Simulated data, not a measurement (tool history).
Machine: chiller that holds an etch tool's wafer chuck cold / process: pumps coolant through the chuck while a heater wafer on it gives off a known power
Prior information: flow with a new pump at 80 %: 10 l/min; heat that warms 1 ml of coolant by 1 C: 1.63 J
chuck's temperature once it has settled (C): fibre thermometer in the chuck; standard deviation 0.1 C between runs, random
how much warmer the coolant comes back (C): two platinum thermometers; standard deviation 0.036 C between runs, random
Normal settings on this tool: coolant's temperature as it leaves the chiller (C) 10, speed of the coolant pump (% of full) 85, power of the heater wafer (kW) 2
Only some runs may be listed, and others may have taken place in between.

run,day,coolant's temperature as it leaves the chiller (C),speed of the coolant pump (% of full),power of the heater wafer (kW),chuck's temperature once it has settled (C),how much warmer the coolant comes back (C)
1,0,10,85,2,30.8,7.38
# day 1.017: chiller's thermometer calibrated
2,2.467,10,85,2,30.6,7.44
3,5.721,10,85,2,30.6,7.35
4,9.592,10,85,2,30.6,7.43
5,13.458,10,85,2,30.9,7.39
6,16.9,10,85,2,31,7.41
7,19.229,10,85,2,31.1,7.45
8,24.458,10,85,2,31.2,7.5
9,28.667,10,85,1.925,30.4,7.18
10,33.892,18,85,1.925,38.2,7.22
11,38.104,18,85,1.925,38.6,7.26
12,42.929,10,97,2,29.5,6.53
13,46.317,10,97,2,29.7,6.57
14,50.7,10,97,2,29.7,6.58
15,55.733,10,97,2,29.9,6.54
16,60.175,10,85,1.794,29.7,6.76
17,65.538,10,85,1.794,29.8,6.79
18,70.183,10,85,1.794,30,6.8
# day 70.758: coolant pump overhauled
19,74.683,10,86,2.457,38.3,9.97
20,79.129,10,86,2.457,38.5,9.85
21,83.467,10,86,2.457,38.6,9.98
22,88.138,10,86,2.457,38.9,9.92
# day 91.433: chiller's thermometer calibrated
23,93.529,1,61,1.011,16.2,5.92
24,97.246,9,84,1.143,22.8,4.77
# day 100.025: coolant pump overhauled, once more
25,102.521,9,84,1.143,21.1,3.99
26,106.233,9,84,1.143,21.2,4
27,111.771,15,61,1.143,30.3,5.61
28,116.433,19,69,2,43.5,8.72
29,119.654,3,63,2,29.3,9.51
30,121.992,6,74,1.37,22.1,5.49
31,125.488,6,74,1.37,22.2,5.55
32,130.817,10,73,1.613,29.5,6.62

Below, some changes in chuck's temperature once it has settled (C) between adjacent runs. For each, the amount present without the hidden state too (settings, incoming material, random variation) and the amount remaining for the hidden state with gauge scatter not shared by both compared results:
Hidden state present: heat passed by the chuck's channels, % of clean ones'; flow at a given pump speed, % of a new pump's; coolant's true temperature over the reading, C; drift of the gauge itself on chuck_c, C; drift of the gauge itself on warmer_back_c, C.
Run 18 -> 19: speed of the coolant pump (% of full) 85 -> 86, power of the heater wafer (kW) 1.794 -> 2.457, coolant pump overhauled. chuck's temperature once it has settled (C) +8.3: hidden state +2.4, all else +5.9.
Run 22 -> 23: coolant's temperature as it leaves the chiller (C) 10 -> 1, speed of the coolant pump (% of full) 86 -> 61, power of the heater wafer (kW) 2.457 -> 1.011, chiller's thermometer calibrated. chuck's temperature once it has settled (C) -22.7: hidden state -2.9, all else -19.8.
Run 24 -> 25: coolant pump overhauled, once more. chuck's temperature once it has settled (C) -1.7: hidden state -1.5, all else -0.2.
Run 27 -> 28: coolant's temperature as it leaves the chiller (C) 15 -> 19, speed of the coolant pump (% of full) 61 -> 69, power of the heater wafer (kW) 1.143 -> 2. chuck's temperature once it has settled (C) +13.2: hidden state +1.2, all else +12.
Run 28 -> 29: coolant's temperature as it leaves the chiller (C) 19 -> 3, speed of the coolant pump (% of full) 69 -> 63. chuck's temperature once it has settled (C) -14.2: hidden state +0.2, all else -14.4.
